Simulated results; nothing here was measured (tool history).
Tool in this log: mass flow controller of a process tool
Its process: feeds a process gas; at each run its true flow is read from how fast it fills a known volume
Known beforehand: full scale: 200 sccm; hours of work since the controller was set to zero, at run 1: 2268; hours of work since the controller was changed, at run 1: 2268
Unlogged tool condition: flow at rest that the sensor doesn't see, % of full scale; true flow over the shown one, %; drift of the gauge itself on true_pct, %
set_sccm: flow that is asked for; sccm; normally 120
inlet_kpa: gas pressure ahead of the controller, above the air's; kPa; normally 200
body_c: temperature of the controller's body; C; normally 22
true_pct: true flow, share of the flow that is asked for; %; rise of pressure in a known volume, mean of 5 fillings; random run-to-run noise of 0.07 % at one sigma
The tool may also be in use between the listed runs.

| run | day | set_sccm | inlet_kpa | body_c | hours of work since the controller was set to zero | hours of work since the controller was changed | true_pct |
|---|---|---|---|---|---|---|---|
| 1 | 0.000 | 120 | 200 | 22 | 2268 | 2268 | 99.91 |
| 2 | 8.892 | 120 | 200 | 22 | 2371 | 2371 | 99.86 |
| 3 | 20.596 | 120 | 200 | 22 | 2508 | 2508 | 100.04 |
| 4 | 32.617 | 120 | 200 | 27 | 2648 | 2648 | 100.32 |
| 5 | 39.129 | 120 | 200 | 32 | 2724 | 2724 | 100.54 |
| 6 | 48.579 | 120 | 200 | 32 | 2834 | 2834 | 100.51 |
| 7 | 57.183 | 31 | 263 | 33 | 2934 | 2934 | 102.46 |
| 8 | 70.812 | 31 | 263 | 33 | 3093 | 3093 | 102.66 |
| 9 | 79.750 | 113 | 200 | 37 | 3197 | 3197 | 101.10 |
| 10 | 88.950 | 113 | 200 | 37 | 3304 | 3304 | 101.03 |
| 11 | 101.879 | 21 | 200 | 37 | 3455 | 3455 | 104.80 |

5 options for the next run, each taken on its own from the tool as it stands now. Forecast them:
| A | 115.367 | 21 | 200 | 38 | 3612 | 3612 | ? |
| B | 115.367 | 120 | 200 | 20 | 3612 | 3612 | ? |
| C | 115.367 | 140 | 153 | 37 | 3612 | 3612 | ? |
| D | 115.367 | 51 | 200 | 36 | 3612 | 3612 | ? |
| E | 115.367 | 120 | 142 | 22 | 3612 | 3612 | ? |

| run | true_pct |
|---|---|
| A | 105.10 |
| B | 100.40 |
| C | 101.16 |
| D | 101.75 |
| E | 100.21 |
Stripped of hidden state, with their random variation kept, the same runs would have yielded:
| run | true_pct |
|---|---|
| A | 98.30 |
| B | 98.76 |
| C | 99.67 |
| D | 98.62 |
| E | 98.57 |
